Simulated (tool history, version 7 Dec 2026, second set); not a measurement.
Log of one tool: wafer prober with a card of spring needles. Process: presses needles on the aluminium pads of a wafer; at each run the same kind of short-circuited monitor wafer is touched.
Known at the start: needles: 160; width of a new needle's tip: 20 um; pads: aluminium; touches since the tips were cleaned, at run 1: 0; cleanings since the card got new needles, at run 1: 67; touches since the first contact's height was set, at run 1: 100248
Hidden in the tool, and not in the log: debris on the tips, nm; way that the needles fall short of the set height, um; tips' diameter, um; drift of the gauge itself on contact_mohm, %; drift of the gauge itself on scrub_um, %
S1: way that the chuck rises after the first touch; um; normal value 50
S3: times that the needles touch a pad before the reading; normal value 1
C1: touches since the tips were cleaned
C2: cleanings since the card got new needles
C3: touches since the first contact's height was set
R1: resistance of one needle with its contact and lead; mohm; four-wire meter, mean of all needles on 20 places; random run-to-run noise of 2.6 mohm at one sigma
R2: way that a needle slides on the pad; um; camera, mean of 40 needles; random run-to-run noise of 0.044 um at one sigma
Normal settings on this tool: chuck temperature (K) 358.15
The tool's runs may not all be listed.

run 1 hour=0 | S1=50 chuck_temperature_(K)=358.15 S3=1 | C1=0 C2=67 C3=100248 | R1=299 R2=9.26
-- hour=2.5 height of the first contact set anew
-- hour=7.4 tips cleaned on abrasive film
-- hour=15 tips cleaned on abrasive film
run 2 hour=15.2 | S1=50 chuck_temperature_(K)=358.15 S3=1 | C1=90 C2=69 C3=4979 | R1=299 R2=9.23
-- hour=22.7 tips cleaned on abrasive film
run 3 hour=28.2 | S1=50 chuck_temperature_(K)=358.15 S3=1 | C1=2177 C2=70 C3=10125 | R1=302 R2=9.16
-- hour=29.7 tips cleaned on abrasive film
-- hour=37.1 tips cleaned on abrasive film
run 4 hour=42.9 | S1=50 chuck_temperature_(K)=358.15 S3=1 | C1=2291 C2=72 C3=15877 | R1=301 R2=9.32
-- hour=44.2 tips cleaned on abrasive film
run 5 hour=50.6 | S1=38 chuck_temperature_(K)=358.15 S3=1 | C1=2555 C2=73 C3=18923 | R1=311 R2=6.98
-- hour=52.2 tips cleaned on abrasive film
-- hour=60.2 tips cleaned on abrasive film
run 6 hour=63 | S1=38 chuck_temperature_(K)=358.15 S3=1 | C1=1106 C2=75 C3=23763 | R1=311 R2=6.99
-- hour=67.2 tips cleaned on abrasive film
-- hour=75 tips cleaned on abrasive film
run 7 hour=76.2 | S1=38 chuck_temperature_(K)=358.15 S3=1 | C1=495 C2=77 C3=28957 | R1=310 R2=7.04
-- hour=81.9 tips cleaned on abrasive film
-- hour=89.2 tips cleaned on abrasive film
run 8 hour=89.9 | S1=38 chuck_temperature_(K)=358.15 S3=1 | C1=277 C2=79 C3=34299 | R1=318 R2=6.98
-- hour=96.8 tips cleaned on abrasive film
run 9 hour=102.7 | S1=38 chuck_temperature_(K)=358.15 S3=1 | C1=2356 C2=80 C3=39365 | R1=315 R2=7.03
-- hour=104 tips cleaned on abrasive film
-- hour=110.9 tips cleaned on abrasive film
run 10 hour=116.8 | S1=38 chuck_temperature_(K)=358.15 S3=1 | C1=2356 C2=82 C3=44899 | R1=312 R2=6.98
-- hour=117.8 tips cleaned on abrasive film
run 11 hour=124.4 | S1=38 chuck_temperature_(K)=358.15 S3=1 | C1=2645 C2=83 C3=47883 | R1=317 R2=7.02
-- hour=125.3 tips cleaned on abrasive film
-- hour=132.5 tips cleaned on abrasive film
-- hour=139.3 tips cleaned on abrasive film
run 12 hour=141.2 | S1=38 chuck_temperature_(K)=358.15 S3=1 | C1=752 C2=86 C3=54433 | R1=308 R2=7.05
-- hour=146.4 tips cleaned on abrasive film
run 13 hour=151 | S1=38 chuck_temperature_(K)=358.15 S3=1 | C1=1809 C2=87 C3=58290 | R1=310 R2=7.01
-- hour=154.3 tips cleaned on abrasive film
run 14 hour=159.7 | S1=34 chuck_temperature_(K)=358.15 S3=1 | C1=2136 C2=88 C3=61721 | R1=321 R2=6.23
-- hour=161.7 tips cleaned on abrasive film
-- hour=169 tips cleaned on abrasive film
run 15 hour=173.5 | S1=34 chuck_temperature_(K)=358.15 S3=1 | C1=1818 C2=90 C3=67143 | R1=322 R2=6.24
-- hour=176.2 tips cleaned on abrasive film
run 16 hour=181.6 | S1=67 chuck_temperature_(K)=354.15 S3=1 | C1=2149 C2=91 C3=70328 | R1=281 R2=12.43
-- hour=183.2 tips cleaned on abrasive film
-- hour=190.4 tips cleaned on abrasive film
-- hour=197.5 tips cleaned on abrasive film
run 17 hour=197.5 | S1=67 chuck_temperature_(K)=354.15 S3=1 | C1=0 C2=94 C3=76523 | R1=287 R2=12.47
-- hour=204.9 tips cleaned on abrasive film
run 18 hour=210.5 | S1=52 chuck_temperature_(K)=354.15 S3=1 | C1=2255 C2=95 C3=81669 | R1=295 R2=9.53
-- hour=212.3 tips cleaned on abrasive film
run 19 hour=218.8 | S1=33 chuck_temperature_(K)=321.15 S3=2 | C1=2566 C2=96 C3=84905 | R1=302 R2=6.11

Alternative continuations, all from the tool just after run 19; predict every row:
-- hour=219.7 tips cleaned on abrasive film
-- hour=226.8 tips cleaned on abrasive film
run A hour=232.6 | S1=33 chuck_temperature_(K)=321.15 S3=1 | C1=2290 C2=98 C3=90318 | R1=? R2=?
-- hour=219.7 tips cleaned on abrasive film
-- hour=226.8 tips cleaned on abrasive film
run B hour=232.6 | S1=34 chuck_temperature_(K)=329.15 S3=2 | C1=2290 C2=98 C3=90318 | R1=? R2=?
-- hour=219.7 tips cleaned on abrasive film
-- hour=226.8 tips cleaned on abrasive film
run C hour=232.6 | S1=33 chuck_temperature_(K)=323.15 S3=2 | C1=2290 C2=98 C3=90318 | R1=? R2=?

run=A R1=310 R2=6.05
run=B R1=308 R2=6.3
run=C R1=308 R2=6.05
The same runs, with their run-to-run variation unchanged, on a tool lacking any hidden condition would have given:
run=A R1=309 R2=6.05
run=B R1=307 R2=6.3
run=C R1=307 R2=6.06
